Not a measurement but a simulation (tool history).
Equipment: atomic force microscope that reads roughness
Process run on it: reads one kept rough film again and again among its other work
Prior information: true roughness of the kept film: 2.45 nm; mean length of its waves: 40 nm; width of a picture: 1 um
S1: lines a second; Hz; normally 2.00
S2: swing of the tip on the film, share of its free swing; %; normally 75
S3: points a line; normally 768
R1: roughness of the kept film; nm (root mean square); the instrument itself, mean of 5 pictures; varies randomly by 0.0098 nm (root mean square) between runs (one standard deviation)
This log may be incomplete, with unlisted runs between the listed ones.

Run 1, day 0.000: usual settings. Result: R1 2.175 nm (root mean square).
Run 2, day 1.083: usual settings. Result: R1 2.102 nm (root mean square).
Run 3, day 2.000: usual settings. Result: R1 2.064 nm (root mean square).
Run 4, day 2.921: usual settings but S2 61 %. Result: R1 2.073 nm (root mean square).
At day 3.017: new tip fitted.
Run 5, day 3.504: usual settings but S2 61 %. Result: R1 2.293 nm (root mean square).
Run 6, day 4.508: usual settings. Result: R1 2.169 nm (root mean square).
Run 7, day 5.529: usual settings. Result: R1 2.087 nm (root mean square).
Run 8, day 6.629: usual settings. Result: R1 2.043 nm (root mean square).
At day 7.233: new tip fitted.
Run 9, day 7.308: usual settings. Result: R1 2.257 nm (root mean square).
Run 10, day 8.429: usual settings. Result: R1 2.178 nm (root mean square).
Run 11, day 8.938: usual settings. Result: R1 2.156 nm (root mean square).
Run 12, day 9.908: usual settings. Result: R1 2.078 nm (root mean square).
Run 13, day 10.492: usual settings but S1 0.51 Hz, S2 89 %, S3 302. Result: R1 2.085 nm (root mean square).
At day 11.421: new tip fitted.
Run 14, day 11.462: usual settings but S1 0.81 Hz, S2 56 %, S3 328. Result: R1 2.323 nm (root mean square).
At day 11.600: height scale calibrated on a step standard.
Run 15, day 12.500: usual settings but S1 1.05 Hz, S2 56 %, S3 328. Result: R1 2.261 nm (root mean square).
Run 16, day 13.033: usual settings but S3 337. Result: R1 2.139 nm (root mean square).
Run 17, day 14.200: usual settings but S1 1.35 Hz, S2 62 %, S3 302. Result: R1 2.148 nm (root mean square).
Run 18, day 15.167: usual settings but S1 3.74 Hz, S2 57 %, S3 302. Result: R1 2.078 nm (root mean square).

Predict the results of run 19:
At day 15.588: height scale calibrated on a step standard, once more.
At day 15.608: new tip fitted.
Run 19, day 16.333: usual settings but S1 3.74 Hz, S2 57 %, S3 302. Result: R1 ?.

{"run 19": {"R1": 2.234}}
The same run, on a tool lacking any hidden state, would have yielded R1 2.275 nm (root mean square).
